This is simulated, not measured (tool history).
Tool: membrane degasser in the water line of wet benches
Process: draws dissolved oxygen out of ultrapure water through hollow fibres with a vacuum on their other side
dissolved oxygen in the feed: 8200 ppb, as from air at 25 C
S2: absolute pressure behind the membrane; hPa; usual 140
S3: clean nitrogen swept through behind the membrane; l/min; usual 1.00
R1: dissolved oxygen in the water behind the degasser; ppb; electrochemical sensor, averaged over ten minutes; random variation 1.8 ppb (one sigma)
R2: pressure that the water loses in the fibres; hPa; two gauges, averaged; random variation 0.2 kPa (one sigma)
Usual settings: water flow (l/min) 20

{"run": 1, "day": 0.0, "water flow (l/min)": 20, "S2": 140, "S3": 1.0, "R1": 458.5, "R2": 425.0}
{"run": 2, "day": 2.217, "water flow (l/min)": 20, "S2": 140, "S3": 1.0, "R1": 457.6, "R2": 429.2}
{"run": 3, "day": 4.321, "water flow (l/min)": 20, "S2": 140, "S3": 1.75, "R1": 282.4, "R2": 430.5}
{"run": 4, "day": 7.825, "water flow (l/min)": 20, "S2": 140, "S3": 1.75, "R1": 282.9, "R2": 427.9}
{"run": 5, "day": 12.242, "water flow (l/min)": 29, "S2": 140, "S3": 1.0, "R1": 637.5, "R2": 620.0}
{"run": 6, "day": 16.167, "water flow (l/min)": 20, "S2": 186, "S3": 1.0, "R1": 640.1, "R2": 423.5}
{"run": 7, "day": 20.454, "water flow (l/min)": 20, "S2": 186, "S3": 1.0, "R1": 641.5, "R2": 432.1}
{"run": 8, "day": 23.317, "water flow (l/min)": 20, "S2": 99, "S3": 1.0, "R1": 292.7, "R2": 432.8}
{"run": 9, "day": 25.838, "water flow (l/min)": 20, "S2": 99, "S3": 1.0, "R1": 289.8, "R2": 426.0}
{"run": 10, "day": 28.358, "water flow (l/min)": 20, "S2": 99, "S3": 1.0, "R1": 289.1, "R2": 429.8}
{"run": 11, "day": 31.604, "water flow (l/min)": 25, "S2": 140, "S3": 1.0, "R1": 556.8, "R2": 543.5}
{"run": 12, "day": 36.142, "water flow (l/min)": 24, "S2": 140, "S3": 1.0, "R1": 536.3, "R2": 520.3}
{"run": 13, "day": 38.121, "water flow (l/min)": 24, "S2": 140, "S3": 1.0, "R1": 540.0, "R2": 521.5}
{"run": 14, "day": 42.604, "water flow (l/min)": 24, "S2": 140, "S3": 1.0, "R1": 539.6, "R2": 516.8}
{"run": 15, "day": 44.788, "water flow (l/min)": 24, "S2": 140, "S3": 1.0, "R1": 538.2, "R2": 523.2}
{"run": 16, "day": 47.475, "water flow (l/min)": 16, "S2": 161, "S3": 0.6, "R1": 683.1, "R2": 343.3}
{"run": 17, "day": 51.425, "water flow (l/min)": 20, "S2": 84, "S3": 2.73, "R1": 92.4, "R2": 434.1}
{"run": 18, "day": 55.433, "water flow (l/min)": 27, "S2": 163, "S3": 0.63, "R1": 1008.5, "R2": 587.7}
{"run": 19, "day": 58.558, "water flow (l/min)": 27, "S2": 172, "S3": 0.54, "R1": 1186.2, "R2": 582.7}
{"run": 20, "day": 60.704, "water flow (l/min)": 27, "S2": 172, "S3": 0.54, "R1": 1197.0, "R2": 589.7}
{"run": 21, "day": 62.867, "water flow (l/min)": 20, "S2": 85, "S3": 1.0, "R1": 231.4, "R2": 434.4}
{"run": 22, "day": 66.975, "water flow (l/min)": 28, "S2": 85, "S3": 0.51, "R1": 526.7, "R2": 611.8}

Run 23 comes next. What will it give?
{"run": 23, "day": 68.95, "water flow (l/min)": 31, "S2": 190, "S3": 0.49, "R1": "?", "R2": "?"}

Run 23 gave R1 1546.1 ppb, R2 678.1 hPa.
Without the tool's hidden state the same run would have given R1 1546.1 ppb, R2 664.5 hPa.
